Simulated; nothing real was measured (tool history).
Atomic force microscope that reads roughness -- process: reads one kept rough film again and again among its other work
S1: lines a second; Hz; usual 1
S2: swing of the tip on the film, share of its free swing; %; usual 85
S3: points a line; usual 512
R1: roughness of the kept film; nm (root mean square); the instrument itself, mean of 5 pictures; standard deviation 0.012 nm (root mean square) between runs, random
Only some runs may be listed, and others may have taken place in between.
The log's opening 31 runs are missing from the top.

run,hour,S1,S2,S3,R1
32,362,2.11,57,759,3.016
33,376.8,1,68,284,2.945
34,391.8,2.12,82,284,2.513
35,400.9,2.18,60,512,2.907
36,417.5,2.68,72,785,2.655
37,427.6,1.33,56,280,2.939
38,434.9,1.33,56,280,2.938
39,444.9,1.33,56,280,2.927
40,461.4,0.59,60,319,2.96
41,478.2,1.15,80,939,2.721
42,494,1.15,80,939,2.694
43,501.8,1.04,66,575,2.839
44,510.8,3.9,65,606,2.564
45,520.1,0.75,66,512,2.835
46,534,1.71,85,457,2.415
47,548.3,1.89,71,766,2.626
48,558,2.28,71,694,2.576
49,567.2,2.28,71,694,2.545

What if the next run were any one of these 5? Each begins from the tool's condition after run 49:
A,581.8,3.13,85,512,?
B,581.8,1.4,85,512,?
C,581.8,2.28,63,965,?
D,581.8,2.28,71,388,?
E,581.8,1.27,65,446,?

run,R1
A,2.094
B,2.443
C,2.659
D,2.542
E,2.723
Had the tool no hidden state, the same runs would have come out as:
run,R1
A,2.389
B,2.789
C,3.034
D,2.901
E,3.108

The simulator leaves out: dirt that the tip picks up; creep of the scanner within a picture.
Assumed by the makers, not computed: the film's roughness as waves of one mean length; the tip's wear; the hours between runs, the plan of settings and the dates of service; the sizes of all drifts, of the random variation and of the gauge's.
